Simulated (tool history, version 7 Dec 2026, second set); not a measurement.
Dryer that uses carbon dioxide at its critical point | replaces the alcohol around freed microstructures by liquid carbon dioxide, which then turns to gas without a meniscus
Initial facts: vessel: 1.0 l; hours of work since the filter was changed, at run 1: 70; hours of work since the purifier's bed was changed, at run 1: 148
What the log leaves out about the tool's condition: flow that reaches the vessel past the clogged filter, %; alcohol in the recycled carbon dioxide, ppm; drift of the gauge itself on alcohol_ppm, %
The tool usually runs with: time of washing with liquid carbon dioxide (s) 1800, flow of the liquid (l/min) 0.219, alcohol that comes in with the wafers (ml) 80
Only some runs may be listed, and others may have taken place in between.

run	day	time of washing with liquid carbon dioxide (s)	flow of the liquid (l/min)	alcohol that comes in with the wafers (ml)	hours of work since the filter was changed	hours of work since the purifier's bed was changed	alcohol left in the vessel before it's heated (ppm by volume)
1	0.000	1800	0.219	80	70	148	506
2	0.483	1800	0.219	80	78	156	506
3	1.333	1800	0.219	80	92	170	523
4	2.217	1800	0.219	80	106	185	515
5	2.925	1800	0.219	80	118	196	530
6	3.367	1800	0.219	60	125	204	414
7	4.108	1800	0.219	60	138	216	426
8	4.621	1800	0.219	21	146	224	170
9	5.021	1800	0.219	21	153	231	174
10	5.629	1800	0.272	80	163	241	194
11	6.283	1800	0.272	80	174	252	204
12	6.692	1800	0.272	80	180	259	185
13	7.338	1800	0.219	80	191	269	595
14	7.712	1800	0.219	80	197	275	585
15	8.171	2280	0.219	80	205	283	196
# day 8.675: inlet filter changed
16	9.092	2280	0.219	80	7	297	160
17	9.821	2400	0.231	40	19	310	73
18	10.658	1080	0.276	30	33	323	603
19	11.067	1320	0.235	61	40	330	1054
20	11.742	1740	0.148	40	51	341	1473
21	12.562	1680	0.219	41	64	355	391
22	13.029	1680	0.219	41	72	363	401
23	13.854	1680	0.219	41	86	376	401
24	14.508	2520	0.219	85	96	387	122
25	15.304	1200	0.270	61	110	400	953
26	15.967	1620	0.335	71	121	411	117
27	16.329	2280	0.335	71	126	417	78
28	16.946	1740	0.219	80	137	427	674
29	17.658	1740	0.219	80	148	439	677
30	18.296	1800	0.196	80	159	450	989
31	18.954	1740	0.287	55	170	460	163
32	19.829	1740	0.287	55	184	475	170

Hidden state at the last listed run before each entry between runs and at the first one after, where it differs:
Run 15 -> run 16: inlet filter changed (day 8.675)
  flow that reaches the vessel past the clogged filter, %: 94.4 -> 99.6; alcohol in the recycled carbon dioxide, ppm: 44.8 -> 47
  measured minus no-state result, alcohol left in the vessel before it's heated (ppm by volume): +88 -> +45

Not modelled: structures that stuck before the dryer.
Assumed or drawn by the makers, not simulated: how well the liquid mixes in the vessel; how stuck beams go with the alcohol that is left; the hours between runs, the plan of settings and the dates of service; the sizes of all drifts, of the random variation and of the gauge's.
